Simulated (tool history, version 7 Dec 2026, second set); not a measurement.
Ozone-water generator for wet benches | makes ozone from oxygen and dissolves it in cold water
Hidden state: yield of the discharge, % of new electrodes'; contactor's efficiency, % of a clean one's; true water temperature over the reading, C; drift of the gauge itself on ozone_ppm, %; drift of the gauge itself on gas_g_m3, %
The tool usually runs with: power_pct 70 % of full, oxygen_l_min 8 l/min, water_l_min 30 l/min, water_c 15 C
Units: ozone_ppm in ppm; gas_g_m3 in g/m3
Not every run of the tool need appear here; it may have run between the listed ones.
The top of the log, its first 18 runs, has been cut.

run,hour,power_pct,oxygen_l_min,water_l_min,water_c,hours of work since the electrodes were changed,hours of work since the contactor was cleaned,hours of work since the thermometer was calibrated,ozone_ppm,gas_g_m3
19,824.2,74,8.96,45,10,1915,3549,4183,19.5,186.5
20,853.7,74,8.96,25,10,1935,3569,4203,31.3,184.4
21,913.4,70,10.84,44,15,1976,3609,4244,19.1,169
22,968.5,72,10.84,36,15,2013,3646,4281,22.6,172
23,1029.5,71,10.84,36,8,2054,3688,4322,25.1,171.2
24,1062.1,71,10.84,36,8,2076,3710,4344,24.7,168.7
25,1094.9,95,10.84,21,10,2099,3732,4367,41.7,198.4
26,1165.1,70,12.19,30,14,2146,3779,4414,26.6,160.1
27,1218,83,8,30,15,2182,3815,4450,26.3,202.7
28,1288.4,52,8,19,15,2230,3863,4498,28.2,159.5
29,1355,52,8,19,15,2275,3908,4543,27.9,158.8
30,1386.3,55,10.25,20,14,2296,3929,4564,29.2,150.8
31,1434.5,70,8,20,15,2329,3962,4597,32.2,187.3
32,1498.7,51,13.4,30,17,2372,4005,4640,21.5,131.9
33,1532.5,66,8,45,15,2395,4028,4663,16.7,180.8
34,1579.3,64,10.51,42,9,2427,4060,4695,20.3,162.1

Consider 3 possible next runs. They are alternatives, not a sequence: every one starts from the tool as it was left by run 34. What does each give?
A,1629,70,8.23,27,15,2460,4094,4728,?,?
B,1629,70,8,26,15,2460,4094,4728,?,?
C,1629,45,8,30,15,2460,4094,4728,?,?

run,ozone_ppm,gas_g_m3
A,26.1,185.5
B,26.7,187.2
C,18.9,148.5
With the hidden condition removed and each run's random variation left untouched, the same runs would have given:
run,ozone_ppm,gas_g_m3
A,26.1,185.6
B,26.7,187.3
C,18.9,148.6
